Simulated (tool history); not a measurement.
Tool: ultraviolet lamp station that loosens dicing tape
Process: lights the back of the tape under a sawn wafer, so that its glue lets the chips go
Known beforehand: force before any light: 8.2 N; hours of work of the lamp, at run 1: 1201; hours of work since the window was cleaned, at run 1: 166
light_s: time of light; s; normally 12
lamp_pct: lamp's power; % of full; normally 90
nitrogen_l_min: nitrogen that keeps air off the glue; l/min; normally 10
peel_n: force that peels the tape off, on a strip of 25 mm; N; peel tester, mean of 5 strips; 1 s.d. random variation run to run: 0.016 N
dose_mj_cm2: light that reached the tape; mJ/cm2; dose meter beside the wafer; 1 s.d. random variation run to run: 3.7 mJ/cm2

run    hour  light_s  lamp_pct  nitrogen_l_min  hours of work of the lamp  hours of work since the window was cleaned  peel_n  dose_mj_cm2
  1       0       12        90              10                       1201                                         166   1.378          450
  2    45.4       12        90              10                       1233                                         199   1.404          442
  3    98.8       12        65              10                       1272                                         237   2.345          311
  4     162       12        90              10                       1317                                         283   1.561          416
  5     192       12        90              10                       1339                                         304   1.588          420
  6   249.3       12        90              10                       1380                                         346   1.659          403
      311.1  -- window cleaned of glue's vapour
  7   314.5       12        90              10                       1427                                           2   1.403          438
  8   382.1       12        90              10                       1475                                          51   1.486          426
  9   429.8       12        90              10                       1510                                          86   1.495          418
 10   464.2       12        90              10                       1535                                         110   1.579          414
 11   527.5       12        90              10                       1580                                         156   1.643          402
 12   557.8       12        90              10                       1602                                         178   1.653          393
 13   606.3       12        90              10                       1637                                         213   1.771          381
 14   650.3       12        90              10                       1669                                         244   1.832          381
 15   692.7       12        90              14                       1699                                         275   1.567          374
 16     742       12        90               9                       1735                                         310   2.018          360
 17   778.3       12        90               9                       1761                                         337   2.043          354
 18   838.7       12        90               9                       1804                                         380    2.14          351
      854.2  -- window cleaned of glue's vapour
 19   884.6       12        90              10                       1837                                          22   1.669          388
      953.4  -- lamp changed
 20   956.4       12        90              10                          2                                          73   0.809          617
 21  1001.3       12        69              10                         35                                         105   1.297          469
 22  1062.1       12        79              10                         78                                         149   1.048          523
 23  1133.1       12        79              10                        129                                         200   1.129          508
 24  1174.1       12        79              10                        159                                         230   1.183          502
 25  1224.5       12        79              10                        195                                         266   1.205          486
 26  1295.3       12        79              10                        246                                         317   1.241          475
 27  1329.4       11        60              10                        271                                         342   2.126          324
 28  1388.3       15        90              10                        313                                         384   0.702          657

Predict the results of run 29:
     1398.2  -- window cleaned of glue's vapour
 29  1421.3       16        72              10                        337                                          17       ?            ?

peel_n: 0.766 N
dose_mj_cm2: 627 mJ/cm2
Minus the tool's unlogged condition, the same run would have read peel_n 0.664 N, dose_mj_cm2 676 mJ/cm2.

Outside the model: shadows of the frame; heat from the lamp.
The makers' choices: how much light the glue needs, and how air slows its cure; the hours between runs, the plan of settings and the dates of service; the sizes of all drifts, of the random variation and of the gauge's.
